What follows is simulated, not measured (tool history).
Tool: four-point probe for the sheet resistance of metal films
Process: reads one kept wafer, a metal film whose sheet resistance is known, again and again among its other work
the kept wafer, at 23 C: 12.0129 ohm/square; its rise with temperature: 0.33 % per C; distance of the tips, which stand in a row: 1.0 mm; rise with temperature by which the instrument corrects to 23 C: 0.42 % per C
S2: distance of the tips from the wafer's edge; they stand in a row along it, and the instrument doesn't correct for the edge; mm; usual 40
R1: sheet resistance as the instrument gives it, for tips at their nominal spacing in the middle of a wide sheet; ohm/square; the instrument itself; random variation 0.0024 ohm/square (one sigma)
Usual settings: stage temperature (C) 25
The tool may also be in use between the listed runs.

{"run": 1, "hour": 0.0, "stage temperature (C)": 25, "S2": 40, "R1": 12.01541}
{"run": 2, "hour": 90.2, "stage temperature (C)": 25, "S2": 40, "R1": 12.016043}
{"run": 3, "hour": 214.6, "stage temperature (C)": 25, "S2": 40, "R1": 12.008988}
{"run": 4, "hour": 342.1, "stage temperature (C)": 25, "S2": 40, "R1": 12.009774}
{"run": 5, "hour": 437.6, "stage temperature (C)": 25, "S2": 40, "R1": 12.002291}
{"run": 6, "hour": 520.4, "stage temperature (C)": 25, "S2": 30, "R1": 12.004667}
{"run": 7, "hour": 594.2, "stage temperature (C)": 25, "S2": 40, "R1": 12.00064}
{"run": 8, "hour": 730.9, "stage temperature (C)": 25, "S2": 40, "R1": 11.994852}
{"run": 9, "hour": 802.2, "stage temperature (C)": 25, "S2": 40, "R1": 11.990648}
{"run": 10, "hour": 877.1, "stage temperature (C)": 25, "S2": 15, "R1": 12.015279}
{"run": 11, "hour": 944.8, "stage temperature (C)": 25, "S2": 15, "R1": 12.008411}
{"run": 12, "hour": 1046.7, "stage temperature (C)": 25, "S2": 15, "R1": 12.009815}
{"run": 13, "hour": 1107.4, "stage temperature (C)": 25, "S2": 15, "R1": 12.004244}
{"run": 14, "hour": 1205.6, "stage temperature (C)": 25, "S2": 15, "R1": 11.997566}
{"run": 15, "hour": 1324.3, "stage temperature (C)": 22, "S2": 40, "R1": 12.007174}
{"run": 16, "hour": 1434.4, "stage temperature (C)": 22, "S2": 7, "R1": 12.129011}
{"run": 17, "hour": 1524.6, "stage temperature (C)": 22, "S2": 7, "R1": 12.127047}
{"run": 18, "hour": 1660.6, "stage temperature (C)": 22, "S2": 7, "R1": 12.120805}
{"run": 19, "hour": 1721.9, "stage temperature (C)": 20, "S2": 9, "R1": 12.087132}
{"run": 20, "hour": 1820.7, "stage temperature (C)": 20, "S2": 9, "R1": 12.089126}
{"run": 21, "hour": 1894.7, "stage temperature (C)": 25, "S2": 40, "R1": 11.955852}
{"run": 22, "hour": 1999.6, "stage temperature (C)": 25, "S2": 40, "R1": 11.948773}
{"run": 23, "hour": 2116.5, "stage temperature (C)": 25, "S2": 40, "R1": 11.945492}
{"run": 24, "hour": 2177.2, "stage temperature (C)": 25, "S2": 40, "R1": 11.947354}
{"run": 25, "hour": 2290.2, "stage temperature (C)": 31, "S2": 53, "R1": 11.886157}

4 ways to go on from here, each from the tool as it stands after run 25. What would each give?
{"run": "A", "hour": 2349.4, "stage temperature (C)": 25, "S2": 40, "R1": "?"}
{"run": "B", "hour": 2349.4, "stage temperature (C)": 23, "S2": 6, "R1": "?"}
{"run": "C", "hour": 2349.4, "stage temperature (C)": 23, "S2": 10, "R1": "?"}
{"run": "D", "hour": 2349.4, "stage temperature (C)": 34, "S2": 58, "R1": "?"}

run=A R1=11.943925
run=B R1=12.135103
run=C R1=12.020832
run=D R1=11.855522
Without the tool's hidden state the same runs would have given:
run=A R1=11.99936
run=B R1=12.191183
run=C R1=12.076442
run=D R1=11.911195
